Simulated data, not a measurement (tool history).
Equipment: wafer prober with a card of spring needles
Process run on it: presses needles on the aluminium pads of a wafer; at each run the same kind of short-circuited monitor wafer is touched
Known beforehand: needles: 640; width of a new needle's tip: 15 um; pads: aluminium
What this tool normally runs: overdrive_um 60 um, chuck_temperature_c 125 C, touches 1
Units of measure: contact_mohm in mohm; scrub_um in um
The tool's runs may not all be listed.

run   hour  overdrive_um  chuck_temperature_c  touches  contact_mohm  scrub_um
  1      0            60                  125        1           278      9.38
      11.2  -- tips cleaned on abrasive film
  2   14.4            60                  125        1           277      9.32
  3   21.9            60                  125        1           280      9.35
      27.7  -- tips cleaned on abrasive film
  4   32.4            60                  125        1           278      9.33
      44.3  -- tips cleaned on abrasive film
  5   49.9            60                  125        2           277      9.33
  6   59.8            60                  125        2           278      9.38
      61.5  -- tips cleaned on abrasive film
  7   72.5            60                  125        2           277      9.31
      79.2  -- tips cleaned on abrasive film
  8   83.4            41                  125        1           295      6.31
      96.7  -- tips cleaned on abrasive film
  9  100.2            60                  125        1           274      9.29
 10    110            60                  125        1           285      9.28
       113  -- tips cleaned on abrasive film
 11  119.3            46                   30        1           264      7.08
 12  127.7            56                   31        1           267       8.6
     129.7  -- tips cleaned on abrasive film
 13  142.6            45                   31        2           262      6.86
     146.6  -- tips cleaned on abrasive film
 14  160.2            45                   31        2           265       6.8
     162.7  -- tips cleaned on abrasive film
 15  170.7            44                   50        1           275      6.66
       179  -- tips cleaned on abrasive film
 16    179            60                   51        1           254      9.22
 17  194.2            68                   65        1           271      10.5
     195.3  -- tips cleaned on abrasive film
 18  210.6            46                   94        1           296      6.95
     212.3  -- tips cleaned on abrasive film
 19  221.5            46                   94        1           290      6.98

Forecast each of these 3 alternatives for the next run:
     229.4  -- tips cleaned on abrasive film
  A  235.8            46                   28        1             ?         ?
     229.4  -- tips cleaned on abrasive film
  B  235.8            46                  120        1             ?         ?
     229.4  -- tips cleaned on abrasive film
  C  235.8            46                   62        2             ?         ?

run  contact_mohm  scrub_um
  A           264      6.94
  B           291      6.93
  C           269      6.95
The same runs, with their run-to-run variation unchanged, on a tool lacking any hidden condition would have given:
run  contact_mohm  scrub_um
  A           244      7.35
  B           274      7.33
  C           257      7.35
